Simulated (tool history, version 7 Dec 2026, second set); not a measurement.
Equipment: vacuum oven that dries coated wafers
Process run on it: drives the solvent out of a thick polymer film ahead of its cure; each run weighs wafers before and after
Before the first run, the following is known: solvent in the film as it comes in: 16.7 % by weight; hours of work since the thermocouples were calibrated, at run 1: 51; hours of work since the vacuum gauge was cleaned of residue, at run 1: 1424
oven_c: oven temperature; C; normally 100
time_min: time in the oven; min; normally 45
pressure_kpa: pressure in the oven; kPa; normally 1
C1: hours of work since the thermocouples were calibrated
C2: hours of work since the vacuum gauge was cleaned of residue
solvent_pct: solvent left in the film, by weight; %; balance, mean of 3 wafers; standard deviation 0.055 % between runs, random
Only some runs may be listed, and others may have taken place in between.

run 1 hour=0 | oven_c=100 time_min=45 pressure_kpa=1 | C1=51 C2=1424 | solvent_pct=2.62
run 2 hour=60.3 | oven_c=100 time_min=45 pressure_kpa=1 | C1=88 C2=1461 | solvent_pct=2.51
run 3 hour=129 | oven_c=107 time_min=45 pressure_kpa=1 | C1=130 C2=1504 | solvent_pct=1.66
run 4 hour=176.4 | oven_c=100 time_min=45 pressure_kpa=2.54 | C1=160 C2=1533 | solvent_pct=3.05
run 5 hour=214.4 | oven_c=100 time_min=65 pressure_kpa=1 | C1=183 C2=1556 | solvent_pct=1.43
run 6 hour=276.5 | oven_c=100 time_min=65 pressure_kpa=1 | C1=221 C2=1595 | solvent_pct=1.53
run 7 hour=323.4 | oven_c=100 time_min=77 pressure_kpa=1 | C1=250 C2=1624 | solvent_pct=1.19
run 8 hour=361.2 | oven_c=100 time_min=77 pressure_kpa=1 | C1=274 C2=1647 | solvent_pct=1.23
run 9 hour=424.9 | oven_c=100 time_min=45 pressure_kpa=1 | C1=313 C2=1686 | solvent_pct=2.62
run 10 hour=481 | oven_c=100 time_min=45 pressure_kpa=1 | C1=347 C2=1721 | solvent_pct=2.62
run 11 hour=546.4 | oven_c=100 time_min=45 pressure_kpa=1 | C1=388 C2=1761 | solvent_pct=2.7
run 12 hour=625.2 | oven_c=100 time_min=45 pressure_kpa=1 | C1=436 C2=1810 | solvent_pct=2.66
run 13 hour=664.9 | oven_c=100 time_min=45 pressure_kpa=1 | C1=461 C2=1834 | solvent_pct=2.71
-- hour=723.6 vacuum gauge cleaned of residue and calibrated
run 14 hour=729.9 | oven_c=100 time_min=45 pressure_kpa=1 | C1=500 C2=4 | solvent_pct=2.88
run 15 hour=796.4 | oven_c=100 time_min=45 pressure_kpa=0.57 | C1=541 C2=45 | solvent_pct=2.79
run 16 hour=851.3 | oven_c=100 time_min=36 pressure_kpa=1 | C1=575 C2=79 | solvent_pct=3.71
-- hour=857.8 vacuum gauge cleaned of residue and calibrated, once more
run 17 hour=922.4 | oven_c=100 time_min=43 pressure_kpa=1 | C1=618 C2=40 | solvent_pct=2.79
run 18 hour=956.3 | oven_c=88 time_min=43 pressure_kpa=1 | C1=639 C2=61 | solvent_pct=4.94
run 19 hour=1036.8 | oven_c=88 time_min=43 pressure_kpa=1 | C1=688 C2=110 | solvent_pct=5.03
run 20 hour=1076.6 | oven_c=88 time_min=43 pressure_kpa=1 | C1=713 C2=135 | solvent_pct=4.97
run 21 hour=1155.3 | oven_c=88 time_min=43 pressure_kpa=1 | C1=761 C2=183 | solvent_pct=5.09
run 22 hour=1206.3 | oven_c=105 time_min=25 pressure_kpa=0.86 | C1=793 C2=215 | solvent_pct=4.24
run 23 hour=1243.1 | oven_c=106 time_min=42 pressure_kpa=2.06 | C1=815 C2=238 | solvent_pct=2.24
run 24 hour=1293.6 | oven_c=106 time_min=42 pressure_kpa=2.06 | C1=847 C2=269 | solvent_pct=2.25
run 25 hour=1340.6 | oven_c=106 time_min=42 pressure_kpa=2.06 | C1=876 C2=298 | solvent_pct=2.23
run 26 hour=1409.7 | oven_c=106 time_min=24 pressure_kpa=3.64 | C1=918 C2=340 | solvent_pct=4.88
run 27 hour=1487.9 | oven_c=111 time_min=81 pressure_kpa=3.64 | C1=966 C2=389 | solvent_pct=1.11
run 28 hour=1556.2 | oven_c=99 time_min=69 pressure_kpa=2.3 | C1=1008 C2=431 | solvent_pct=2
run 29 hour=1638.1 | oven_c=115 time_min=22 pressure_kpa=2.16 | C1=1059 C2=481 | solvent_pct=3.47
-- hour=1674.9 oven's thermocouples calibrated
run 30 hour=1699.1 | oven_c=94 time_min=44 pressure_kpa=2.31 | C1=15 C2=517 | solvent_pct=4.22
run 31 hour=1756.4 | oven_c=94 time_min=51 pressure_kpa=1 | C1=50 C2=553 | solvent_pct=2.97
run 32 hour=1824.9 | oven_c=102 time_min=51 pressure_kpa=1.16 | C1=92 C2=595 | solvent_pct=1.9
run 33 hour=1860.9 | oven_c=92 time_min=37 pressure_kpa=1.16 | C1=115 C2=617 | solvent_pct=4.86
run 34 hour=1917.5 | oven_c=91 time_min=52 pressure_kpa=1.92 | C1=150 C2=652 | solvent_pct=4.05
run 35 hour=1953.5 | oven_c=100 time_min=51 pressure_kpa=1.85 | C1=172 C2=674 | solvent_pct=2.41
run 36 hour=2000.5 | oven_c=106 time_min=59 pressure_kpa=1 | C1=201 C2=703 | solvent_pct=1.13
run 37 hour=2037.4 | oven_c=93 time_min=28 pressure_kpa=1 | C1=224 C2=726 | solvent_pct=6.14
run 38 hour=2117.8 | oven_c=87 time_min=37 pressure_kpa=1.45 | C1=273 C2=776 | solvent_pct=6.09
run 39 hour=2198.4 | oven_c=87 time_min=37 pressure_kpa=1.45 | C1=323 C2=825 | solvent_pct=6.27
run 40 hour=2245.9 | oven_c=87 time_min=37 pressure_kpa=1.45 | C1=352 C2=855 | solvent_pct=6.37
run 41 hour=2287.3 | oven_c=87 time_min=37 pressure_kpa=1.45 | C1=378 C2=880 | solvent_pct=6.23
run 42 hour=2321.6 | oven_c=87 time_min=37 pressure_kpa=1.45 | C1=399 C2=901 | solvent_pct=6.39

Predict each of these 3 candidate next runs independently; none follows another, all start after run 42:
run A hour=2380.8 | oven_c=99 time_min=80 pressure_kpa=0.62 | C1=435 C2=938 | solvent_pct=?
run B hour=2380.8 | oven_c=106 time_min=38 pressure_kpa=1.35 | C1=435 C2=938 | solvent_pct=?
run C hour=2380.8 | oven_c=93 time_min=28 pressure_kpa=0.52 | C1=435 C2=938 | solvent_pct=?

run=A solvent_pct=1.03
run=B solvent_pct=2.46
run=C solvent_pct=5.93
Without the tool's hidden state the same runs would have given:
run=A solvent_pct=0.8
run=B solvent_pct=2.21
run=C solvent_pct=5.6

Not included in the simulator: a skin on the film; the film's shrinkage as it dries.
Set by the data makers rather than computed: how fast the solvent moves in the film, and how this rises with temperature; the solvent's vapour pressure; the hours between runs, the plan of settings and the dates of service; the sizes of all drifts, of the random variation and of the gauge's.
